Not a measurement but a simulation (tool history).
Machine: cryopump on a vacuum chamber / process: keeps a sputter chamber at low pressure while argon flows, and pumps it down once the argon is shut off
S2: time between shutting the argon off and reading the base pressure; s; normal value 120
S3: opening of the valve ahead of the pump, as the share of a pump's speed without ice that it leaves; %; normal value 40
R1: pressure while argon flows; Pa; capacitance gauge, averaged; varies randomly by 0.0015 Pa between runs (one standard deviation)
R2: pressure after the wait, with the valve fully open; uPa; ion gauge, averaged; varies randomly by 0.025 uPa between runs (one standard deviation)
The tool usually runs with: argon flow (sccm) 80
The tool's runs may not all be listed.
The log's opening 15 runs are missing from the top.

run 16 day=10.079 | argon_flow_(sccm)=80 S2=120 S3=40 | R1=0.3575 R2=1.94
run 17 day=10.654 | argon_flow_(sccm)=80 S2=120 S3=40 | R1=0.3619 R2=2.01
run 18 day=11.438 | argon_flow_(sccm)=45 S2=122 S3=40 | R1=0.2047 R2=2.09
run 19 day=12.308 | argon_flow_(sccm)=45 S2=122 S3=40 | R1=0.2052 R2=2.14
run 20 day=12.746 | argon_flow_(sccm)=45 S2=123 S3=16 | R1=0.4976 R2=2.12
run 21 day=13.279 | argon_flow_(sccm)=45 S2=123 S3=16 | R1=0.4993 R2=2.18
run 22 day=13.958 | argon_flow_(sccm)=80 S2=207 S3=21 | R1=0.6866 R2=1.92
run 23 day=14.646 | argon_flow_(sccm)=80 S2=206 S3=43 | R1=0.3509 R2=2.01
run 24 day=15.183 | argon_flow_(sccm)=103 S2=120 S3=36 | R1=0.5334 R2=2.31
run 25 day=15.975 | argon_flow_(sccm)=45 S2=120 S3=23 | R1=0.3587 R2=2.47
run 26 day=16.521 | argon_flow_(sccm)=61 S2=89 S3=42 | R1=0.2796 R2=2.7
run 27 day=17.121 | argon_flow_(sccm)=61 S2=89 S3=42 | R1=0.281 R2=2.74
run 28 day=17.6 | argon_flow_(sccm)=111 S2=107 S3=40 | R1=0.54 R2=2.62
run 29 day=18.067 | argon_flow_(sccm)=155 S2=199 S3=23 | R1=1.2515 R2=2.27
run 30 day=18.95 | argon_flow_(sccm)=37 S2=199 S3=23 | R1=0.2996 R2=2.37
run 31 day=19.388 | argon_flow_(sccm)=64 S2=44 S3=18 | R1=0.6544 R2=3.84
run 32 day=20.158 | argon_flow_(sccm)=66 S2=120 S3=42 | R1=0.3158 R2=2.83
run 33 day=20.621 | argon_flow_(sccm)=75 S2=65 S3=41 | R1=0.3688 R2=3.34
run 34 day=21.267 | argon_flow_(sccm)=80 S2=133 S3=37 | R1=0.4343 R2=2.67

Here are 4 independent what-if runs from the current tool condition. What would each one return?
run A day=22.042 | argon_flow_(sccm)=80 S2=289 S3=37 | R1=? R2=?
run B day=22.042 | argon_flow_(sccm)=80 S2=187 S3=21 | R1=? R2=?
run C day=22.042 | argon_flow_(sccm)=80 S2=120 S3=36 | R1=? R2=?
run D day=22.042 | argon_flow_(sccm)=85 S2=61 S3=19 | R1=? R2=?

run=A R1=0.4387 R2=2.57
run=B R1=0.7216 R2=2.74
run=C R1=0.4496 R2=2.87
run=D R1=0.8451 R2=3.58
What these runs would have given with no unlogged condition in the tool:
run=A R1=0.3747 R2=0.57
run=B R1=0.6578 R2=0.75
run=C R1=0.3856 R2=0.92
run=D R1=0.7768 R2=1.59

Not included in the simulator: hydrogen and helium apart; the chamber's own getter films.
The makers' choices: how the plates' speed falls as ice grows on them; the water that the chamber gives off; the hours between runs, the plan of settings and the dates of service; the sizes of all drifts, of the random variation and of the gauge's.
